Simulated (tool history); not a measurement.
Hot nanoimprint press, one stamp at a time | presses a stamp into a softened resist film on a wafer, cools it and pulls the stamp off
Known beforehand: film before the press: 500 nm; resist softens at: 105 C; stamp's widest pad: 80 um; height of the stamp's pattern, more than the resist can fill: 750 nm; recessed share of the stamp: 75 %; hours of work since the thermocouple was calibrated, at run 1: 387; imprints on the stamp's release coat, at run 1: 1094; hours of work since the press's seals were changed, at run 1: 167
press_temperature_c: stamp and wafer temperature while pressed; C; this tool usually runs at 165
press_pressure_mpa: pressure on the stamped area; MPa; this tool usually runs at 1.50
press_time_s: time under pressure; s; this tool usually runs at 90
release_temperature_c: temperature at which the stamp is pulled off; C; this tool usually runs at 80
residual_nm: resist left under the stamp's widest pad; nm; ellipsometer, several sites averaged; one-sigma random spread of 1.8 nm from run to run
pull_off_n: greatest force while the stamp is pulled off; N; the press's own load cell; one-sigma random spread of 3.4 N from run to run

run   hour  press_temperature_c  press_pressure_mpa  press_time_s  release_temperature_c  hours of work since the thermocouple was calibrated  imprints on the stamp's release coat  hours of work since the press's seals were changed  residual_nm  pull_off_n
  1    0.0                  165                1.50            90                     80                                                  387                                  1094                                                 167        297.5         239
  2   25.4                  165                1.50            90                     80                                                  406                                  1199                                                 187        300.3         246
  3   50.5                  165                1.50            48                     80                                                  425                                  1303                                                 206        356.1         265
  4   65.6                  165                1.50            48                     80                                                  437                                  1366                                                 218        353.0         261
      96.9  -- plate thermocouple calibrated
  5   97.9                  165                1.50            48                     80                                                    1                                  1487                                                 240        345.1         261
  6  128.5                  165                1.50            90                     80                                                   24                                  1614                                                 264        290.2         269
  7  141.4                  165                1.50            90                     70                                                   34                                  1668                                                 274        291.6         335
  8  162.3                  165                1.50            90                     70                                                   50                                  1754                                                 290        291.9         326
  9  193.5                  165                1.50            90                     70                                                   74                                  1884                                                 314        291.9         352
 10  216.8                  165                1.50            90                     70                                                   92                                  1981                                                 331        294.7         361
     225.0  -- stamp cleaned and given a new release coat
 11  245.2                  165                1.50            90                     70                                                  109                                    84                                                 349        293.3         199
 12  273.3                  173                2.09            90                     86                                                  131                                   200                                                 370        164.0         155
 13  290.3                  173                2.09            90                     86                                                  144                                   271                                                 383        164.7         157
 14  313.0                  176                1.50            89                     80                                                  161                                   365                                                 401        162.7         191
 15  332.4                  154                1.50            90                     80                                                  176                                   445                                                 415        437.9         196
 16  362.1                  154                1.50            90                     80                                                  199                                   569                                                 438        440.7         204
 17  389.1                  176                1.50            90                     69                                                  219                                   681                                                 459        163.0         252
 18  403.0                  176                1.50            90                     69                                                  230                                   738                                                 470        164.8         253
 19  423.6                  176                1.37           124                     75                                                  246                                   824                                                 485        150.2         224
 20  437.4                  165                1.50            78                     80                                                  256                                   881                                                 496        312.9         224
 21  461.8                  165                1.50           155                     80                                                  275                                   982                                                 515        252.1         236
 22  480.7                  165                1.50           155                     80                                                  290                                  1061                                                 529        249.6         236

Predict each of these 5 candidate next runs independently; none follows another, all start after run 22:
  A  496.9                  165                1.13            90                     79                                                  302                                  1128                                                 542            ?           ?
  B  496.9                  165                2.30            47                     86                                                  302                                  1128                                                 542            ?           ?
  C  496.9                  165                1.50           175                     80                                                  302                                  1128                                                 542            ?           ?
  D  496.9                  169                1.50           176                     80                                                  302                                  1128                                                 542            ?           ?
  E  496.9                  165                1.50            46                     80                                                  302                                  1128                                                 542            ?           ?

run  residual_nm  pull_off_n
  A        328.0         245
  B        315.2         217
  C        238.6         240
  D        189.6         236
  E        360.5         234
Without the tool's unlogged condition, the same runs would have read:
run  residual_nm  pull_off_n
  A        316.1         166
  B        300.1         147
  C        226.4         163
  D        179.5         160
  E        348.3         159
